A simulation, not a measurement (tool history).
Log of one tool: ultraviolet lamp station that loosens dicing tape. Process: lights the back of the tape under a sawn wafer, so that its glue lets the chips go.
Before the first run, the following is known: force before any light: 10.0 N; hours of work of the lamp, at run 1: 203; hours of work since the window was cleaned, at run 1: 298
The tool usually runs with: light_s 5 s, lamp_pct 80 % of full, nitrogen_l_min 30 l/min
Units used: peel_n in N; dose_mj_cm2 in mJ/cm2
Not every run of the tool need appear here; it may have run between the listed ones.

run	hour	light_s	lamp_pct	nitrogen_l_min	hours of work of the lamp	hours of work since the window was cleaned	peel_n	dose_mj_cm2
1	0.0	5	80	30	203	298	0.337	512
2	8.7	5	80	30	209	304	0.337	519
3	16.5	3	80	30	214	309	1.133	316
4	28.0	8	80	30	222	317	0.146	823
5	42.8	5	80	30	232	327	0.349	512
6	61.1	5	80	30	244	339	0.340	520
7	74.6	2	80	30	253	348	2.296	208
8	84.9	2	80	30	260	355	2.307	208
9	102.4	5	97	30	271	366	0.215	630
10	110.2	5	80	30	277	372	0.349	515
11	121.0	5	80	9	284	379	1.142	515
12	138.3	5	80	9	295	390	1.135	518
13	150.8	5	80	9	304	399	1.126	515
14	164.8	5	80	9	313	408	1.201	519
15	175.5	5	80	9	320	415	1.202	519
16	188.5	5	80	9	329	424	1.185	517
17	199.7	5	80	9	336	431	1.200	522
18	209.5	5	68	30	343	438	0.514	440
19	221.1	5	80	30	350	445	0.341	514
20	233.3	5	80	35	359	454	0.299	521
21	243.9	5	80	35	366	461	0.301	515
# hour 257.8: window cleaned of glue's vapour
22	257.8	5	72	38	375	0	0.352	468
23	270.9	5	72	38	383	9	0.363	472
24	278.7	3	77	40	389	14	0.972	301
25	296.0	5	65	12	400	26	1.377	420
26	307.9	3	70	10	408	33	3.010	275
27	325.2	5	72	11	419	45	1.201	472
28	343.3	5	92	30	432	57	0.242	594
29	354.0	4	79	30	439	64	0.618	409
30	362.0	4	79	30	444	69	0.647	411
31	371.2	2	83	32	450	76	2.008	215
32	387.6	2	83	32	461	87	2.057	217
33	401.3	5	97	30	470	96	0.223	626
34	413.1	3	97	35	478	103	0.636	376
35	426.0	8	92	30	487	112	0.133	943
36	440.2	7	92	30	496	122	0.146	830
37	448.8	7	92	30	502	127	0.148	830
38	458.7	5	70	30	508	134	0.486	451
39	472.9	2	80	25	518	143	2.621	206
40	481.3	5	75	53	524	149	0.244	484
41	492.1	5	76	30	531	156	0.385	489
42	509.1	6	65	31	542	167	0.363	507

Across each entry between runs, compare the hidden state at the last listed run before it with the hidden state at the first listed run after it:
In the gap between runs 21 and 22: window cleaned of glue's vapour (hour 257.8)
  light that the window lets through, % of a clean one's: 99.9 -> 100

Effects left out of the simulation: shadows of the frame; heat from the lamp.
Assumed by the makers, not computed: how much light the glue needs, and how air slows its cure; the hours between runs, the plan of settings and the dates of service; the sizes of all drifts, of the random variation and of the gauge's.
